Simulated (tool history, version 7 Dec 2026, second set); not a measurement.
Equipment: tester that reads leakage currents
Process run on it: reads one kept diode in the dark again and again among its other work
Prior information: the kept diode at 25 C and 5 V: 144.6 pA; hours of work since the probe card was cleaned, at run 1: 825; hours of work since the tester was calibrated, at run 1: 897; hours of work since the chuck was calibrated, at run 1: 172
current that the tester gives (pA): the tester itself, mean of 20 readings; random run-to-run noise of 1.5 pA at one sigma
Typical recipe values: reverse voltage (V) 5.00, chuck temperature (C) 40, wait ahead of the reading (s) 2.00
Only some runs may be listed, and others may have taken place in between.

run    hour  reverse voltage (V)  chuck temperature (C)  wait ahead of the reading (s)  hours of work since the probe card was cleaned  hours of work since the tester was calibrated  hours of work since the chuck was calibrated  current that the tester gives (pA)
  1     0.0                 5.00                     40                           2.00                                             825                                            897                                           172                              501.60
  2   101.8                 5.00                     40                           2.00                                             883                                            954                                           230                              501.10
  3   183.0                 5.00                     40                           2.00                                             929                                           1001                                           276                              501.71
  4   271.1                 5.00                     40                           2.00                                             979                                           1050                                           326                              500.04
  5   366.2                10.27                     40                           2.00                                            1033                                           1104                                           379                              651.02
  6   468.9                10.27                     40                           2.00                                            1091                                           1163                                           438                              654.19
  7   549.3                10.27                     40                           2.00                                            1137                                           1208                                           483                              655.29
  8   595.3                10.27                     40                           2.00                                            1163                                           1234                                           509                              655.21
  9   686.4                10.27                     40                           2.00                                            1214                                           1286                                           561                              653.85
 10   761.8                10.27                     40                           2.00                                            1257                                           1329                                           604                              655.26
 11   822.5                10.27                     59                           2.00                                            1292                                           1363                                           638                             2688.25
 12   882.9                10.27                     59                           2.00                                            1326                                           1397                                           672                             2679.93
 13   945.2                10.27                     20                           2.00                                            1361                                           1433                                           708                              123.05
 14  1021.8                 3.66                     28                           0.40                                            1405                                           1476                                           751                              170.48
 15  1094.2                10.03                     31                           2.00                                            1446                                           1517                                           792                              312.56
 16  1158.5                10.03                     31                           2.00                                            1482                                           1553                                           829                              313.74
 17  1262.8                10.03                     31                           2.00                                            1541                                           1613                                           888                              315.83
     1310.1  -- chuck's temperature calibrated
 18  1361.4                10.03                     31                           2.00                                            1596                                           1667                                            29                              313.29
 19  1463.7                 1.46                     24                           0.36                                            1654                                           1725                                            87                               85.41
 20  1509.0                10.27                     24                           1.64                                            1680                                           1751                                           113                              175.36
 21  1560.6                 4.51                     24                           1.64                                            1709                                           1780                                           142                              127.94
 22  1645.3                 1.23                     26                           2.00                                            1757                                           1828                                           190                               93.90
 23  1698.0                 2.23                     50                           4.54                                            1787                                           1858                                           220                              797.80
 24  1789.5                 1.77                     25                           1.41                                            1839                                           1910                                           272                               98.61
 25  1893.8                15.12                     38                           2.00                                            1898                                           1969                                           331                              653.10
 26  1951.0                15.12                     38                           2.00                                            1930                                           2002                                           363                              644.47

Branching from run 26: 4 alternative next runs. What would each branch give?
  A  2058.0                18.27                     38                           2.00                                            1991                                           2062                                           424                                   ?
  B  2058.0                15.12                     46                           2.00                                            1991                                           2062                                           424                                   ?
  C  2058.0                 3.07                     49                           0.68                                            1991                                           2062                                           424                                   ?
  D  2058.0                 1.39                     34                           2.00                                            1991                                           2062                                           424                                   ?

run  current that the tester gives (pA)
  A                              696.36
  B                             1200.79
  C                              838.46
  D                              193.59
The same runs, with their run-to-run variation unchanged, on a tool lacking any hidden condition would have given:
run  current that the tester gives (pA)
  A                              695.66
  B                             1199.91
  C                              838.00
  D                              193.47
